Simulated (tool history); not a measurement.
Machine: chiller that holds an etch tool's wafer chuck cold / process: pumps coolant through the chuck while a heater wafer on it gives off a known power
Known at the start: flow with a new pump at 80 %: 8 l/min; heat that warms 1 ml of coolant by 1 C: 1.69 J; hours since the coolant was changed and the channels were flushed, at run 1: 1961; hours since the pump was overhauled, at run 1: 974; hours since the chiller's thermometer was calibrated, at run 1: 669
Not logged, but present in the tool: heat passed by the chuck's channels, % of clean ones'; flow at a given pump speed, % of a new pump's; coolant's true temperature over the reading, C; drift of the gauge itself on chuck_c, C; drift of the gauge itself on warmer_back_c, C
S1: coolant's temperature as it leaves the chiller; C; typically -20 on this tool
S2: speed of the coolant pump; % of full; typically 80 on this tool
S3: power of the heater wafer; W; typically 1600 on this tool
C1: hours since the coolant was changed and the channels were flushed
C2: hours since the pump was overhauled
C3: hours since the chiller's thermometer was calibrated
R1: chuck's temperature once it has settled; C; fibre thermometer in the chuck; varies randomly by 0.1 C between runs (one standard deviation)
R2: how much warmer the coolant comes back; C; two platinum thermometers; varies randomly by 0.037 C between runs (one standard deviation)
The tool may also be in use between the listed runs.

Run 1, hour 0: usual settings; C1 1961; C2 974; C3 669. Result: R1 -8 C, R2 7.18 C.
Run 2, hour 60.7: usual settings; C1 2022; C2 1035; C3 730. Result: R1 -8.2 C, R2 7.18 C.
Run 3, hour 132.9: usual settings; C1 2094; C2 1107; C3 802. Result: R1 -8.2 C, R2 7.18 C.
Run 4, hour 213: usual settings; C1 2174; C2 1187; C3 882. Result: R1 -8.1 C, R2 7.22 C.
Run 5, hour 274.9: usual settings; C1 2236; C2 1249; C3 944. Result: R1 -7.8 C, R2 7.2 C.
Run 6, hour 335.4: usual settings; C1 2296; C2 1309; C3 1004. Result: R1 -8 C, R2 7.2 C.
Run 7, hour 415.3: usual settings; C1 2376; C2 1389; C3 1084. Result: R1 -7.8 C, R2 7.28 C.
Run 8, hour 457.6: usual settings; C1 2419; C2 1432; C3 1127. Result: R1 -8 C, R2 7.26 C.
Run 9, hour 547.5: usual settings; C1 2509; C2 1522; C3 1217. Result: R1 -8 C, R2 7.18 C.
Run 10, hour 590: usual settings; C1 2551; C2 1564; C3 1259. Result: R1 -7.6 C, R2 7.24 C.
Run 11, hour 668.9: usual settings; C1 2630; C2 1643; C3 1338. Result: R1 -8 C, R2 7.18 C.
Run 12, hour 756.3: usual settings but S2 74 % of full; C1 2717; C2 1730; C3 1425. Result: R1 -7.1 C, R2 7.89 C.
Run 13, hour 810.3: usual settings but S2 74 % of full; C1 2771; C2 1784; C3 1479. Result: R1 -7.1 C, R2 7.91 C.
Run 14, hour 882: usual settings but S2 81 % of full, S3 1027 W; C1 2843; C2 1856; C3 1551. Result: R1 -12.4 C, R2 4.64 C.
Run 15, hour 965.2: usual settings but S1 -16 C, S2 72 % of full, S3 921 W; C1 2926; C2 1939; C3 1634. Result: R1 -8.3 C, R2 4.67 C.
Run 16, hour 1011.8: usual settings but S1 -16 C, S2 97 % of full, S3 1429 W; C1 2973; C2 1986; C3 1681. Result: R1 -6.3 C, R2 5.37 C.
Run 17, hour 1066.9: usual settings but S1 -16 C, S2 97 % of full, S3 1429 W; C1 3028; C2 2041; C3 1736. Result: R1 -6.4 C, R2 5.41 C.
Run 18, hour 1111.8: usual settings but S1 -16 C, S2 97 % of full, S3 1429 W; C1 3073; C2 2086; C3 1781. Result: R1 -6.4 C, R2 5.39 C.
Run 19, hour 1201.4: usual settings but S1 -16 C, S2 97 % of full, S3 1429 W; C1 3162; C2 2175; C3 1870. Result: R1 -6.3 C, R2 5.39 C.
Run 20, hour 1257.3: usual settings but S1 -12 C, S2 86 % of full, S3 1429 W; C1 3218; C2 2231; C3 1926. Result: R1 -1.5 C, R2 6.11 C.
Run 21, hour 1297.6: usual settings but S1 -21 C, S2 86 % of full, S3 2113 W; C1 3259; C2 2272; C3 1967. Result: R1 -5.4 C, R2 9.07 C.
Run 22, hour 1363.7: usual settings but S2 75 % of full, S3 1923 W; C1 3325; C2 2338; C3 2033. Result: R1 -4.5 C, R2 9.37 C.
Run 23, hour 1450.3: usual settings but S1 -17 C, S2 100 % of full, S3 1037 W; C1 3411; C2 2424; C3 2119. Result: R1 -10.2 C, R2 3.81 C.
Run 24, hour 1528.2: usual settings but S1 -11 C, S3 1164 W; C1 3489; C2 2502; C3 2197. Result: R1 -1.9 C, R2 5.4 C.

Branching from run 24: 3 alternative next runs. What would each branch give?
Run A, hour 1622.9: usual settings but S1 -10 C, S3 2126 W; C1 3584; C2 2597; C3 2292. Result: R1 ?, R2 ?.
Run B, hour 1622.9: usual settings but S2 61 % of full; C1 3584; C2 2597; C3 2292. Result: R1 ?, R2 ?.
Run C, hour 1622.9: usual settings but S1 -13 C, S3 1263 W; C1 3584; C2 2597; C3 2292. Result: R1 ?, R2 ?.

run    R1    R2
  A   6.8  9.77
  B  -5.3  9.56
  C  -3.3  5.79
Without the tool's unlogged condition, the same runs would have read:
run    R1    R2
  A   5.4  9.37
  B  -6.4  9.17
  C    -4  5.56
